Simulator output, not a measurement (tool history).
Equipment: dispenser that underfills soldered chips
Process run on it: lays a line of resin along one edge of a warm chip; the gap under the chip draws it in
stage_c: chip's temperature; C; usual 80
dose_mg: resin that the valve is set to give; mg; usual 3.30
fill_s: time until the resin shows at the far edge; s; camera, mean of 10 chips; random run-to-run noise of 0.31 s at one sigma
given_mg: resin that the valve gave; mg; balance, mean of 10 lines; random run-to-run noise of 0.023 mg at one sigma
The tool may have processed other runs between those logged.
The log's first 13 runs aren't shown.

run,hour,stage_c,dose_mg,fill_s,given_mg
# hour 56.7: new syringe of resin
14,59.3,80,4.26,7.0,4.01
15,63.9,94,3.30,5.6,3.09
16,68.0,94,3.30,6.4,3.08
# hour 72.6: dispensing valve cleaned and set on the balance
# hour 73.4: new syringe of resin
17,74.0,94,3.30,4.4,3.35
18,78.8,94,3.30,5.4,3.31
19,81.9,94,3.30,5.5,3.31
20,85.3,94,3.30,6.5,3.31
# hour 89.1: new syringe of resin
21,89.3,66,3.30,10.7,3.25
22,94.9,90,3.30,6.0,3.30
23,97.5,90,3.30,6.2,3.28
24,101.1,90,3.30,6.9,3.27
# hour 105.1: new syringe of resin
25,106.3,76,3.38,7.8,3.36
26,112.5,92,3.96,5.8,3.87
27,115.3,94,3.02,6.8,2.96
28,118.6,80,2.89,10.4,2.86
# hour 120.8: new syringe of resin
29,124.4,75,2.89,9.8,2.87
30,128.0,75,2.89,9.8,2.85
31,134.0,81,3.65,9.5,3.57
# hour 136.6: new syringe of resin
32,140.3,81,3.65,7.1,3.54
33,144.0,78,3.65,8.6,3.55
34,148.2,77,3.81,9.9,3.69
# hour 152.6: new syringe of resin
35,154.9,75,3.25,8.8,3.13
36,160.4,88,3.25,6.8,3.16
37,165.3,79,3.04,10.3,2.91

Predict each of these 3 candidate next runs independently; none follows another, all start after run 37:
# hour 168.2: new syringe of resin
A,168.2,85,3.34,?,?
# hour 168.2: new syringe of resin
B,168.2,75,3.30,?,?
# hour 168.2: new syringe of resin
C,168.2,68,3.04,?,?

run,fill_s,given_mg
A,6.2,3.16
B,8.4,3.16
C,9.7,2.91
Stripped of hidden state, with their random variation kept, the same runs would have yielded:
run,fill_s,given_mg
A,5.9,3.29
B,8.0,3.29
C,9.2,3.03
